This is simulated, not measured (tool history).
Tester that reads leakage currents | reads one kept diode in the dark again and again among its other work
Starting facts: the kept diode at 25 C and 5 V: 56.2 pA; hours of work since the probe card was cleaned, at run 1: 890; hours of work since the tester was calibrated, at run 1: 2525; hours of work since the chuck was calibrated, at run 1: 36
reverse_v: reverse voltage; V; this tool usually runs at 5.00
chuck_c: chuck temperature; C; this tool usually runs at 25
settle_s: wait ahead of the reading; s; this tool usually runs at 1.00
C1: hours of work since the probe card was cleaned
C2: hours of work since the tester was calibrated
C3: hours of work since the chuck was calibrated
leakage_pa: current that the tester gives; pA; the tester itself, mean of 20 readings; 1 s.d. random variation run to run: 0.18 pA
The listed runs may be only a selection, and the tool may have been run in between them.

Run 1, hour 0.0: usual settings; C1 890; C2 2525; C3 36. Result: leakage_pa 57.79 pA.
Run 2, hour 106.9: usual settings; C1 938; C2 2573; C3 84. Result: leakage_pa 57.12 pA.
Run 3, hour 289.7: usual settings but settle_s 0.80 s; C1 1020; C2 2656; C3 166. Result: leakage_pa 57.14 pA.
At hour 437.0: tester calibrated.
Run 4, hour 455.2: usual settings but settle_s 0.80 s; C1 1094; C2 8; C3 240. Result: leakage_pa 57.84 pA.
Run 5, hour 663.1: usual settings; C1 1187; C2 102; C3 333. Result: leakage_pa 57.30 pA.
Run 6, hour 814.7: usual settings; C1 1256; C2 170; C3 402. Result: leakage_pa 56.96 pA.
Run 7, hour 990.0: usual settings; C1 1334; C2 249; C3 480. Result: leakage_pa 56.38 pA.
Run 8, hour 1199.4: usual settings but reverse_v 18.08 V; C1 1429; C2 343; C3 575. Result: leakage_pa 96.56 pA.
At hour 1227.9: probe card cleaned and baked.
Run 9, hour 1408.1: usual settings but reverse_v 18.08 V; C1 81; C2 435; C3 667. Result: leakage_pa 90.22 pA.
Run 10, hour 1504.5: usual settings but reverse_v 18.08 V; C1 124; C2 479; C3 710. Result: leakage_pa 89.40 pA.
Run 11, hour 1660.4: usual settings but reverse_v 18.08 V; C1 194; C2 549; C3 781. Result: leakage_pa 89.10 pA.
Run 12, hour 1801.2: usual settings but reverse_v 18.08 V; C1 258; C2 612; C3 844. Result: leakage_pa 88.92 pA.
Run 13, hour 2011.4: usual settings but reverse_v 18.08 V; C1 352; C2 707; C3 938. Result: leakage_pa 88.44 pA.
Run 14, hour 2147.3: usual settings but reverse_v 18.08 V; C1 413; C2 768; C3 999. Result: leakage_pa 88.33 pA.
Run 15, hour 2248.9: usual settings but reverse_v 18.08 V; C1 459; C2 813; C3 1045. Result: leakage_pa 87.32 pA.
Run 16, hour 2434.9: usual settings but reverse_v 18.08 V, settle_s 0.78 s; C1 543; C2 897; C3 1129. Result: leakage_pa 88.86 pA.
Run 17, hour 2594.5: usual settings; C1 615; C2 969; C3 1201. Result: leakage_pa 51.13 pA.
Run 18, hour 2795.6: usual settings; C1 705; C2 1059; C3 1291. Result: leakage_pa 50.44 pA.
Run 19, hour 2925.4: usual settings; C1 763; C2 1118; C3 1349. Result: leakage_pa 50.38 pA.
Run 20, hour 3036.7: usual settings; C1 813; C2 1168; C3 1399. Result: leakage_pa 50.13 pA.
Run 21, hour 3172.3: usual settings; C1 874; C2 1229; C3 1460. Result: leakage_pa 49.66 pA.
Run 22, hour 3380.2: usual settings; C1 968; C2 1322; C3 1554. Result: leakage_pa 49.07 pA.
Run 23, hour 3560.2: usual settings but reverse_v 3.83 V, settle_s 5.52 s; C1 1049; C2 1403; C3 1635. Result: leakage_pa 42.71 pA.
Run 24, hour 3664.9: usual settings but reverse_v 3.83 V, settle_s 5.52 s; C1 1096; C2 1450; C3 1682. Result: leakage_pa 42.60 pA.
At hour 3757.4: chuck's temperature calibrated.
Run 25, hour 3843.9: usual settings but reverse_v 3.65 V, chuck_c 34 C, settle_s 1.12 s; C1 1175; C2 1530; C3 39. Result: leakage_pa 106.25 pA.
Run 26, hour 3958.5: usual settings but reverse_v 3.65 V, chuck_c 27 C, settle_s 1.12 s; C1 1227; C2 1581; C3 90. Result: leakage_pa 60.33 pA.
Run 27, hour 4170.8: usual settings but reverse_v 3.65 V, chuck_c 27 C, settle_s 1.12 s; C1 1322; C2 1677; C3 186. Result: leakage_pa 59.54 pA.
Run 28, hour 4307.2: usual settings but reverse_v 3.65 V, chuck_c 21 C, settle_s 1.12 s; C1 1384; C2 1738; C3 247. Result: leakage_pa 36.74 pA.
At hour 4441.0: probe card cleaned and baked.
Run 29, hour 4450.0: usual settings but reverse_v 1.09 V, chuck_c 21 C, settle_s 1.12 s; C1 4; C2 1801; C3 310. Result: leakage_pa 22.37 pA.
Run 30, hour 4590.5: usual settings but reverse_v 1.07 V, settle_s 4.23 s; C1 67; C2 1864; C3 373. Result: leakage_pa 30.82 pA.
Run 31, hour 4814.9: usual settings but reverse_v 4.09 V, settle_s 9.71 s; C1 168; C2 1965; C3 474. Result: leakage_pa 49.05 pA.
Run 32, hour 4922.7: usual settings but reverse_v 1.36 V, chuck_c 41 C, settle_s 3.88 s; C1 217; C2 2014; C3 523. Result: leakage_pa 117.65 pA.
Run 33, hour 5055.7: usual settings but chuck_c 43 C, settle_s 0.52 s; C1 276; C2 2073; C3 582. Result: leakage_pa 222.67 pA.

What does the tool deliver on the next run?
Run 34, hour 5257.3: usual settings but reverse_v 2.20 V, chuck_c 47 C, settle_s 0.86 s; C1 367; C2 2164; C3 673. Result: leakage_pa ?.

{"run 34": {"leakage_pa": 217.22}}
Minus the tool's unlogged condition, the same run would have read leakage_pa 234.67 pA.

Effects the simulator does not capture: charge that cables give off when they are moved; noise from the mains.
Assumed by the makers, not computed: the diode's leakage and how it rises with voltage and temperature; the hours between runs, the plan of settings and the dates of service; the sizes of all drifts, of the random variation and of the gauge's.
